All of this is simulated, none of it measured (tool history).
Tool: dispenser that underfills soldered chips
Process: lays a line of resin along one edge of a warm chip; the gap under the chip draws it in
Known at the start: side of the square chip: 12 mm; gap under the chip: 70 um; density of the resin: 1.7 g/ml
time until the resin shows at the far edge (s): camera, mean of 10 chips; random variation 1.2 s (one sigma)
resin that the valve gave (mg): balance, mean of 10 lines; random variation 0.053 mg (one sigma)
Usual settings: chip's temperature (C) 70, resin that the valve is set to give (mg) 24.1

run	hour	chip's temperature (C)	resin that the valve is set to give (mg)	time until the resin shows at the far edge (s)	resin that the valve gave (mg)
1	0	70	24.1	197.1	24.09
# hour 3.4: new syringe of resin
2	10.9	70	24.1	184.8	23.99
# hour 14.9: new syringe of resin
3	19.2	70	24.1	156.9	23.92
# hour 26.7: new syringe of resin
4	28.4	70	24.1	141.4	23.81
# hour 38.6: new syringe of resin
5	41	83	24.1	88.7	23.65
# hour 49.9: new syringe of resin
6	52	80	24.1	93.9	23.59
7	60.5	80	24.1	146.4	23.56
# hour 61.8: new syringe of resin
# hour 73.4: new syringe of resin
8	73.4	70	24.1	127.5	23.44
# hour 78.9: dispensing valve cleaned and set on the balance
9	81.5	70	27.4	179.7	27.37
# hour 85.9: new syringe of resin
10	93.2	70	27.4	180.9	27.3
# hour 97.6: new syringe of resin
11	105.7	70	27.4	188.8	27.14
# hour 109.3: new syringe of resin
12	118.1	70	24.1	197.3	23.8
# hour 121: new syringe of resin
13	128.1	70	24.1	178.6	23.74
# hour 132.4: new syringe of resin
14	142.2	70	24.1	210.3	23.6
# hour 144.2: new syringe of resin
# hour 155.6: new syringe of resin
15	156.7	70	24.1	131.1	23.42
# hour 167.7: new syringe of resin
16	167.9	83	24.1	79	23.47
# hour 173.1: dispensing valve cleaned and set on the balance
# hour 180.2: new syringe of resin
17	180.2	83	24.1	78.6	24.03
18	188.3	65	22.8	240.1	22.59
# hour 191.6: new syringe of resin
19	197.8	71	24.1	169.5	23.83
# hour 203.3: new syringe of resin
20	212.1	71	25.3	191	24.95
# hour 215.1: new syringe of resin
21	221.6	58	20.6	308	20.22
# hour 226.8: new syringe of resin
22	229.1	58	20.6	240.5	20.17
# hour 238.5: new syringe of resin
23	238.5	58	21.6	217.6	21.01
24	244.7	58	21.6	298.7	21.01
# hour 250.8: new syringe of resin
25	255.7	58	21.6	279.7	20.92
# hour 262.5: new syringe of resin
# hour 266.9: dispensing valve cleaned and set on the balance
26	267.6	60	25.8	233.8	25.86
# hour 274.9: new syringe of resin
27	276.6	60	25.8	208.3	25.73
28	283.9	71	25.6	190.2	25.5
# hour 287.2: new syringe of resin
29	292	56	28.2	277.8	27.98

3 ways to go on from here, each from the tool as it stands after run 29. What would each give?
# hour 299.6: new syringe of resin
A	306	79	25	?	?
# hour 299.6: new syringe of resin
B	306	79	23.8	?	?
# hour 299.6: new syringe of resin
C	306	57	30.7	?	?

run	time until the resin shows at the far edge (s)	resin that the valve gave (mg)
A	127.6	24.67
B	127.8	23.54
C	294.5	30.28
Without the tool's hidden state the same runs would have given:
run	time until the resin shows at the far edge (s)	resin that the valve gave (mg)
A	86.4	24.97
B	86.4	23.83
C	198.1	30.65

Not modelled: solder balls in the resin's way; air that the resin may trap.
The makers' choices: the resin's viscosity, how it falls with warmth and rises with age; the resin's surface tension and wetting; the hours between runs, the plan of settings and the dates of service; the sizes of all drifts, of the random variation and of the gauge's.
